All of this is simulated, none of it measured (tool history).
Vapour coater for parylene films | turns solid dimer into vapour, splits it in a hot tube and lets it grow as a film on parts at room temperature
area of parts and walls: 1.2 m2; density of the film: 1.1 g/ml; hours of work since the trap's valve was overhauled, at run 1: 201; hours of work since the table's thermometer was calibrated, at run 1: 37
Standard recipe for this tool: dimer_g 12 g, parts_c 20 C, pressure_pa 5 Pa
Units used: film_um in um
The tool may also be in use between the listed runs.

run,hour,dimer_g,parts_c,pressure_pa,hours of work since the trap's valve was overhauled,hours of work since the table's thermometer was calibrated,film_um
1,0,12,20,5,201,37,6.24
2,23.8,12,21,5,213,50,6.06
3,47.9,12,21,5,226,62,6.04
4,77.3,12,21,5,241,77,6.02
5,103,12,21,5,254,91,5.93
6,120.1,12,20,5,263,100,6.15
7,146.8,12,20,5,277,114,6.05
8,171.2,12,20,5,290,127,6.1
# hour 196.6: trap's valve overhauled
9,199.3,12,20,5,1,139,6.8
10,227.6,12,20,5,16,154,6.74
11,246.9,12,20,5,26,164,6.74
12,269.1,12,20,5,38,176,6.74
13,302.6,12,20,5,55,193,6.61
14,333.5,12,20,2.74,72,209,6.85
15,352.6,22,29,8.58,82,219,8.36
# hour 356.5: table's thermometer calibrated
16,378,17,22,11.5,94,11,8.23
17,411.4,12,20,11.43,112,29,6.22
18,443.9,12,20,11.43,129,46,6.12
19,462.3,12,20,11.43,138,55,6.15
20,491.5,12,20,11.43,154,71,6.18
# hour 514.5: table's thermometer calibrated, once more
21,514.5,12,20,11.43,165,0,6.3
22,544.5,12,28,6.66,181,16,4.75
23,565.2,16,18,3.66,192,26,9.3
24,580.5,16,18,3.66,200,34,9.19
25,605.9,6,19,5.72,213,48,3.27
26,639.6,9,19,7.47,230,65,4.82
27,661.4,8,20,5,242,77,4.19
28,692.3,8,20,6.42,258,93,4.09

Below are 3 alternative next runs, each starting from the tool's condition after run 28. Predict each:
A,722.1,8,16,6.42,274,108,?
B,722.1,17,20,6.42,274,108,?
C,722.1,7,13,11.16,274,108,?

run,film_um
A,4.62
B,8.59
C,4.39
What these runs would have given with no unlogged condition in the tool:
run,film_um
A,5.16
B,9.59
C,4.91

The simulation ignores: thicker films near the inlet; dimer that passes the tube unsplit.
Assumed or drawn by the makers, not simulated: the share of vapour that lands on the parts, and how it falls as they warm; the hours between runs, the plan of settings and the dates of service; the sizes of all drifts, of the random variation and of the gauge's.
